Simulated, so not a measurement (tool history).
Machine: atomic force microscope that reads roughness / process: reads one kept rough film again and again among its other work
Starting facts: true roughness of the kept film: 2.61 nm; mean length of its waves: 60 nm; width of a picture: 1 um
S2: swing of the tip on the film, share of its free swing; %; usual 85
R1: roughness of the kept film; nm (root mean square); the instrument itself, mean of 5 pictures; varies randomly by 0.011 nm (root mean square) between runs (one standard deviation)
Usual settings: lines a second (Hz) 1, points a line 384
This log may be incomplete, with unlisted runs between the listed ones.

run 1 hour=0 | lines_a_second_(Hz)=1 S2=85 points_a_line=384 | R1=2.405
-- hour=3.7 new tip fitted
run 2 hour=8.8 | lines_a_second_(Hz)=1 S2=85 points_a_line=384 | R1=2.467
run 3 hour=16.3 | lines_a_second_(Hz)=1 S2=85 points_a_line=949 | R1=2.449
run 4 hour=22.2 | lines_a_second_(Hz)=1 S2=85 points_a_line=949 | R1=2.445
run 5 hour=27.7 | lines_a_second_(Hz)=3.36 S2=85 points_a_line=384 | R1=2.241
run 6 hour=38.7 | lines_a_second_(Hz)=3.36 S2=85 points_a_line=384 | R1=2.222
run 7 hour=46.5 | lines_a_second_(Hz)=3.36 S2=85 points_a_line=384 | R1=2.226
run 8 hour=56.8 | lines_a_second_(Hz)=1 S2=85 points_a_line=922 | R1=2.415
run 9 hour=65.4 | lines_a_second_(Hz)=1 S2=85 points_a_line=384 | R1=2.395
run 10 hour=72.9 | lines_a_second_(Hz)=1 S2=85 points_a_line=274 | R1=2.39
-- hour=82.4 new tip fitted
run 11 hour=82.9 | lines_a_second_(Hz)=1 S2=85 points_a_line=274 | R1=2.438
run 12 hour=87.7 | lines_a_second_(Hz)=1 S2=85 points_a_line=274 | R1=2.43
run 13 hour=95.6 | lines_a_second_(Hz)=0.59 S2=85 points_a_line=384 | R1=2.488
run 14 hour=100.9 | lines_a_second_(Hz)=1 S2=85 points_a_line=373 | R1=2.445
-- hour=102.4 height scale calibrated on a step standard
run 15 hour=112.9 | lines_a_second_(Hz)=1 S2=85 points_a_line=384 | R1=2.436
run 16 hour=118.6 | lines_a_second_(Hz)=1 S2=85 points_a_line=673 | R1=2.418
run 17 hour=129.6 | lines_a_second_(Hz)=1 S2=85 points_a_line=298 | R1=2.413
run 18 hour=140.1 | lines_a_second_(Hz)=1 S2=85 points_a_line=384 | R1=2.434
run 19 hour=144.7 | lines_a_second_(Hz)=0.56 S2=85 points_a_line=384 | R1=2.43
run 20 hour=150.3 | lines_a_second_(Hz)=1 S2=85 points_a_line=384 | R1=2.421
run 21 hour=158 | lines_a_second_(Hz)=1 S2=85 points_a_line=384 | R1=2.397
-- hour=162.2 new tip fitted
-- hour=164.4 height scale calibrated on a step standard, once more
run 22 hour=168.9 | lines_a_second_(Hz)=1 S2=85 points_a_line=384 | R1=2.455
run 23 hour=180 | lines_a_second_(Hz)=1 S2=85 points_a_line=384 | R1=2.475
run 24 hour=185.8 | lines_a_second_(Hz)=1 S2=85 points_a_line=384 | R1=2.45
run 25 hour=197.1 | lines_a_second_(Hz)=1 S2=85 points_a_line=384 | R1=2.417
run 26 hour=208.1 | lines_a_second_(Hz)=3.87 S2=88 points_a_line=265 | R1=2.136
run 27 hour=217.2 | lines_a_second_(Hz)=1 S2=66 points_a_line=994 | R1=2.476
run 28 hour=224.3 | lines_a_second_(Hz)=1.89 S2=72 points_a_line=384 | R1=2.422
run 29 hour=228.9 | lines_a_second_(Hz)=1 S2=89 points_a_line=847 | R1=2.396
run 30 hour=233.8 | lines_a_second_(Hz)=1.26 S2=85 points_a_line=336 | R1=2.379
-- hour=241.8 new tip fitted
run 31 hour=245 | lines_a_second_(Hz)=2.52 S2=82 points_a_line=336 | R1=2.362
run 32 hour=251.4 | lines_a_second_(Hz)=0.57 S2=72 points_a_line=279 | R1=2.513
run 33 hour=256.2 | lines_a_second_(Hz)=0.57 S2=72 points_a_line=279 | R1=2.512
run 34 hour=267.4 | lines_a_second_(Hz)=2.82 S2=58 points_a_line=435 | R1=2.463
run 35 hour=276.3 | lines_a_second_(Hz)=2.82 S2=58 points_a_line=435 | R1=2.465
run 36 hour=285.3 | lines_a_second_(Hz)=3.07 S2=85 points_a_line=384 | R1=2.244
run 37 hour=295.4 | lines_a_second_(Hz)=3.9 S2=74 points_a_line=384 | R1=2.328
run 38 hour=304.9 | lines_a_second_(Hz)=3.9 S2=79 points_a_line=930 | R1=2.264
run 39 hour=312.9 | lines_a_second_(Hz)=0.86 S2=86 points_a_line=930 | R1=2.431
-- hour=320.8 new tip fitted
run 40 hour=322.7 | lines_a_second_(Hz)=0.96 S2=60 points_a_line=641 | R1=2.537
run 41 hour=333.2 | lines_a_second_(Hz)=2 S2=79 points_a_line=384 | R1=2.413
run 42 hour=343.8 | lines_a_second_(Hz)=2.09 S2=79 points_a_line=489 | R1=2.369
run 43 hour=352.4 | lines_a_second_(Hz)=1 S2=85 points_a_line=280 | R1=2.414
run 44 hour=362.8 | lines_a_second_(Hz)=1.83 S2=63 points_a_line=384 | R1=2.451
run 45 hour=373.9 | lines_a_second_(Hz)=1.47 S2=63 points_a_line=384 | R1=2.466
run 46 hour=381.6 | lines_a_second_(Hz)=0.87 S2=70 points_a_line=977 | R1=2.46
run 47 hour=388.5 | lines_a_second_(Hz)=0.87 S2=70 points_a_line=977 | R1=2.464
run 48 hour=397.3 | lines_a_second_(Hz)=1 S2=71 points_a_line=331 | R1=2.453
-- hour=400 new tip fitted
run 49 hour=404 | lines_a_second_(Hz)=1 S2=71 points_a_line=331 | R1=2.488
run 50 hour=411.6 | lines_a_second_(Hz)=1 S2=71 points_a_line=331 | R1=2.47

Table of differences, measured result less the result of that run with no hidden state. Run-to-run variation is the same in both. Gauge scatter possibly is not:
Hidden conditions of the tool in this case: radius of the tip, nm; height scale over the true one, %; drift of the gauge itself on roughness_nm, %.
run=1 R1=-0.051
run=2 R1=-0.006
run=3 R1=-0.012
run=4 R1=-0.017
run=5 R1=-0.02
run=6 R1=-0.027
run=7 R1=-0.034
run=8 R1=-0.045
run=9 R1=-0.053
run=10 R1=-0.059
run=11 R1=-0.008
run=12 R1=-0.012
run=13 R1=-0.018
run=14 R1=-0.022
run=15 R1=-0.031
run=16 R1=-0.036
run=17 R1=-0.044
run=18 R1=-0.053
run=19 R1=-0.057
run=20 R1=-0.061
run=21 R1=-0.066
run=22 R1=-0.007
run=23 R1=-0.017
run=24 R1=-0.022
run=25 R1=-0.03
run=26 R1=-0.034
run=27 R1=-0.047
run=28 R1=-0.051
run=29 R1=-0.054
run=30 R1=-0.057
run=31 R1=-0.006
run=32 R1=-0.012
run=33 R1=-0.017
run=34 R1=-0.025
run=35 R1=-0.032
run=36 R1=-0.036
run=37 R1=-0.045
run=38 R1=-0.051
run=39 R1=-0.061
run=40 R1=-0.009
run=41 R1=-0.017
run=42 R1=-0.026
run=43 R1=-0.032
run=44 R1=-0.041
run=45 R1=-0.051
run=46 R1=-0.058
run=47 R1=-0.063
run=48 R1=-0.071
run=49 R1=-0.014
run=50 R1=-0.021
